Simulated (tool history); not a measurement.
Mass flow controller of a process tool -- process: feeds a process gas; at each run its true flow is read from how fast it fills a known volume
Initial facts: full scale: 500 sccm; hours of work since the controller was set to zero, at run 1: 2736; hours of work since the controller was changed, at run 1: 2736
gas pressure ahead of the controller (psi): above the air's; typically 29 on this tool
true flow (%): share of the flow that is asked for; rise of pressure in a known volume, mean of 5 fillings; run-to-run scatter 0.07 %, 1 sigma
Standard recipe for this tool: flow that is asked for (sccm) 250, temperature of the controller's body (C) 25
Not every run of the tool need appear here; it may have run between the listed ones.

| run | hour | flow that is asked for (sccm) | gas pressure ahead of the controller (psi) | temperature of the controller's body (C) | hours of work since the controller was set to zero | hours of work since the controller was changed | true flow (%) |
|---|---|---|---|---|---|---|---|
| 1 | 0 | 250 | 29 | 25 | 2736 | 2736 | 97.2 |
| 2 | 171.9 | 250 | 29 | 37 | 2868 | 2868 | 96.18 |
| 3 | 243 | 250 | 29 | 25 | 2923 | 2923 | 97.05 |
| 4 | 325.1 | 117 | 29 | 25 | 2986 | 2986 | 97.43 |
| 5 | 486.2 | 117 | 27.4 | 25 | 3109 | 3109 | 97.24 |
| 6 | 648.9 | 250 | 29 | 25 | 3234 | 3234 | 97.11 |
| 7 | 803.6 | 250 | 29 | 25 | 3353 | 3353 | 97.01 |
| 8 | 921.4 | 186 | 29 | 25 | 3444 | 3444 | 96.79 |
| 9 | 1021.1 | 250 | 29 | 25 | 3520 | 3520 | 96.96 |
| 10 | 1192 | 250 | 29 | 25 | 3651 | 3651 | 96.83 |
| 11 | 1272.5 | 250 | 29 | 24 | 3713 | 3713 | 96.95 |
| 12 | 1386.3 | 250 | 29 | 24 | 3801 | 3801 | 96.84 |
| 13 | 1462.3 | 250 | 29 | 24 | 3859 | 3859 | 96.78 |
| 14 | 1614.3 | 250 | 29 | 24 | 3976 | 3976 | 96.89 |
| 15 | 1733.2 | 250 | 29 | 24 | 4067 | 4067 | 96.75 |
| 16 | 1876.5 | 250 | 38.9 | 25 | 4177 | 4177 | 97.13 |
| 17 | 1951.6 | 250 | 28.9 | 28 | 4235 | 4235 | 96.25 |
| 18 | 2078.5 | 168 | 22.5 | 28 | 4332 | 4332 | 96.07 |
| 19 | 2243.5 | 54 | 26.1 | 24 | 4459 | 4459 | 99.79 |
| 20 | 2386 | 268 | 29.7 | 21 | 4568 | 4568 | 96.87 |
| 21 | 2527 | 265 | 29.7 | 21 | 4677 | 4677 | 97 |
| 22 | 2628.5 | 135 | 23.9 | 37 | 4754 | 4754 | 95.56 |
| 23 | 2722.4 | 135 | 24.8 | 37 | 4826 | 4826 | 95.48 |
| 24 | 2812.9 | 135 | 24.8 | 20 | 4896 | 4896 | 97.08 |
| 25 | 2962.2 | 121 | 26.8 | 25 | 5011 | 5011 | 96.98 |
| 26 | 3070.7 | 71 | 26.8 | 25 | 5094 | 5094 | 98.72 |
| 27 | 3220.2 | 71 | 26.8 | 25 | 5209 | 5209 | 98.76 |
| 28 | 3319.9 | 214 | 37.3 | 25 | 5285 | 5285 | 96.59 |
| 29 | 3433 | 214 | 37.3 | 25 | 5372 | 5372 | 96.71 |

3 options for the next run, each taken on its own from the tool as it stands now. Forecast them:
| A | 3587.1 | 214 | 38 | 34 | 5490 | 5490 | ? |
| B | 3587.1 | 206 | 29 | 38 | 5490 | 5490 | ? |
| C | 3587.1 | 359 | 29 | 25 | 5490 | 5490 | ? |

| run | true flow (%) |
|---|---|
| A | 95.83 |
| B | 94.94 |
| C | 96.34 |
Take away the tool's hidden state, keep each run's random variation, and the runs would have read:
| run | true flow (%) |
|---|---|
| A | 98.01 |
| B | 97.05 |
| C | 99.22 |

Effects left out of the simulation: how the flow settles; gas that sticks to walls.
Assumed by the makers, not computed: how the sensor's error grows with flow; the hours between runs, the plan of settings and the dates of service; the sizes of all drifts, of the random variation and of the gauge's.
